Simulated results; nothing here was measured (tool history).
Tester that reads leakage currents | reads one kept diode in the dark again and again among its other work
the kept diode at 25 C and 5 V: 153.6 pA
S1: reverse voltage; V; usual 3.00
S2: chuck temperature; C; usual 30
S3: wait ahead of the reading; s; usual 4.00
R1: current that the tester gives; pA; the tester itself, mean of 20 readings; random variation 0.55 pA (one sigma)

run	hour	S1	S2	S3	R1
1	0.0	3.00	30	4.00	182.22
2	53.4	3.00	30	4.00	182.24
3	108.9	3.00	30	4.00	183.60
4	202.4	3.00	30	4.00	185.50
5	312.2	3.00	30	4.00	183.94
6	420.4	3.00	30	4.00	186.34
7	498.5	3.00	30	4.00	185.70
8	551.3	3.00	30	4.00	187.16
9	664.7	3.00	30	1.26	188.57
10	758.9	16.64	30	4.00	534.58
11	831.7	16.64	30	4.00	532.67
12	901.3	3.00	30	4.00	189.15
13	978.6	3.00	30	4.00	190.98
14	1090.8	3.00	30	4.00	192.00
15	1202.3	3.00	30	4.00	194.04
16	1257.2	3.00	30	4.00	193.78
17	1313.0	3.00	30	4.00	194.19
18	1371.1	3.00	30	4.00	193.99
19	1480.1	3.00	30	4.00	195.55
20	1586.0	1.38	43	2.95	391.34
21	1670.8	16.84	20	0.58	220.46
22	1740.8	4.35	20	0.39	97.11
23	1856.1	4.35	20	0.39	97.85
24	1907.2	4.35	30	4.00	249.80
25	1993.8	2.74	27	4.00	143.11
26	2085.9	13.52	34	0.39	721.17
27	2202.2	13.52	34	0.39	730.32
28	2270.8	7.25	28	1.56	288.23
29	2367.9	16.23	30	3.78	564.22
30	2465.0	4.18	46	3.46	1022.10
31	2518.0	4.18	46	3.46	1030.07
# hour 2552.6: chuck's temperature calibrated
32	2606.4	4.18	46	4.46	912.59
33	2711.5	5.38	32	3.25	313.20
34	2808.6	12.20	38	2.57	882.01
35	2910.7	2.63	38	2.57	353.00
36	3013.5	3.01	38	5.18	383.38
37	3104.4	3.01	38	5.18	389.24
38	3186.1	1.25	53	2.03	811.54

Hidden state or all else? Some run-to-run changes of R1, split into what the settings, what came in and random variation would give without the hidden state, and what is left for the hidden state (with any gauge scatter that isn't in both results):
The hidden state here: stray current of the dirty probe card, pA a volt; current scale over the true one, %; true chuck temperature over the reading, C; drift of the gauge itself on leakage_pa, %.
Run 25 -> 26: S1 2.74 -> 13.52, S2 27 -> 34, S3 4.00 -> 0.39. R1 +578.06 pA: hidden state +54.51, all else +523.55.
Run 27 -> 28: S1 13.52 -> 7.25, S2 34 -> 28, S3 0.39 -> 1.56. R1 -442.09 pA: hidden state -41.10, all else -400.99.
Run 31 -> 32: S3 3.46 -> 4.46, chuck's temperature calibrated. R1 -117.48 pA: hidden state -108.20, all else -9.28.
Run 32 -> 33: S1 4.18 -> 5.38, S2 46 -> 32, S3 4.46 -> 3.25. R1 -599.39 pA: hidden state +6.68, all else -606.07.
Run 33 -> 34: S1 5.38 -> 12.20, S2 32 -> 38, S3 3.25 -> 2.57. R1 +568.81 pA: hidden state +5.07, all else +563.74.
